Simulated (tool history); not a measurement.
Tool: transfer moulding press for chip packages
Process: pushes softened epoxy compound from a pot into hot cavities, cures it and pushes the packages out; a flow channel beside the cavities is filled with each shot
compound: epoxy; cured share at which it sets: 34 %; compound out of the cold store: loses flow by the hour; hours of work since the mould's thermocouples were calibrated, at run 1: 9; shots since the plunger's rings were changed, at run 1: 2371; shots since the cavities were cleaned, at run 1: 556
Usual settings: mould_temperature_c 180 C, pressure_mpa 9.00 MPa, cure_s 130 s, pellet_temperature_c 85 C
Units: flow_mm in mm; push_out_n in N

run   hour  mould_temperature_c  pressure_mpa  cure_s  pellet_temperature_c  hours of work since the mould's thermocouples were calibrated  shots since the plunger's rings were changed  shots since the cavities were cleaned  incoming compound's hours out of the cold store  flow_mm  push_out_n
  1    0.0                  180          9.00     130                    85                                                              9                                          2371                                    556                                             12.2      686         327
  2    6.1                  180          9.00     130                    85                                                             13                                          2427                                    612                                             23.5      658         344
      18.3  -- cavities cleaned with cleaning compound and waxed
  3   18.9                  180          9.00     130                    85                                                             20                                          2532                                      7                                             20.4      665         225
  4   27.8                  180          9.00     130                    85                                                             25                                          2613                                     88                                             36.9      624         239
  5   32.4                  180          9.00     130                    85                                                             28                                          2656                                    131                                             30.8      637         253
  6   39.9                  175          9.00     130                    85                                                             33                                          2725                                    200                                             27.8      661         374
  7   46.4                  175          9.00     130                    85                                                             36                                          2785                                    260                                             43.8      622         384
  8   51.2                  180          9.00     130                    85                                                             39                                          2829                                    304                                             42.7      608         285
  9   61.0                  180          9.00     130                    89                                                             45                                          2919                                    394                                             36.1      622         312
 10   71.2                  180          9.00     130                    89                                                             52                                          3013                                    488                                             33.3      627         319
 11   80.6                  180          9.00     130                    85                                                             57                                          3100                                    575                                              9.2      691         329
 12   86.0                  180          9.00     130                    85                                                             61                                          3149                                    624                                             32.7      628         345
      96.5  -- cavities cleaned with cleaning compound and waxed
 13   96.7                  180          9.00     130                    83                                                             66                                          3234                                      1                                             24.5      650         212
 14  106.5                  177          9.00     130                    78                                                             72                                          3325                                     92                                             45.7      609         290
     111.5  -- plunger's sealing rings changed
 15  119.3                  180          9.00     118                    85                                                             78                                            72                                    186                                             39.1      631         325
 16  127.8                  180          9.00     118                    85                                                             84                                           150                                    264                                             24.9      669         326
 17  133.4                  173          6.95     124                    77                                                             87                                           202                                    316                                             31.6      597         552
 18  139.4                  172          6.95     124                    79                                                             91                                           258                                    372                                             42.5      574         576
 19  144.8                  179          8.22     112                    76                                                             94                                           308                                    422                                             21.4      656         463
 20  150.9                  183          9.00     154                    85                                                             98                                           363                                    477                                             44.1      612         253
 21  155.8                  184          8.38     159                    89                                                            101                                           408                                    522                                             14.7      654         258
 22  166.0                  177         10.86     110                    85                                                            107                                           503                                    617                                             19.1      763         604

5 ways to go on from here, each from the tool as it stands after run 22. What would each give?
  A  171.4                  179         10.86     110                    78                                                            110                                           552                                    666                                             25.3        ?           ?
  B  171.4                  180          6.96     130                    85                                                            110                                           552                                    666                                             19.3        ?           ?
  C  171.4                  177          7.19     110                    85                                                            110                                           552                                    666                                             42.6        ?           ?
  D  171.4                  175          9.00     130                    77                                                            110                                           552                                    666                                             41.6        ?           ?
  E  171.4                  177          8.64     123                    79                                                            110                                           552                                    666                                             17.0        ?           ?

run  flow_mm  push_out_n
  A      733         532
  B      600         352
  C      564         588
  D      644         474
  E      686         498
Without the tool's hidden state the same runs would have given:
run  flow_mm  push_out_n
  A      738         321
  B      603         212
  C      568         356
  D      648         289
  E      690         304
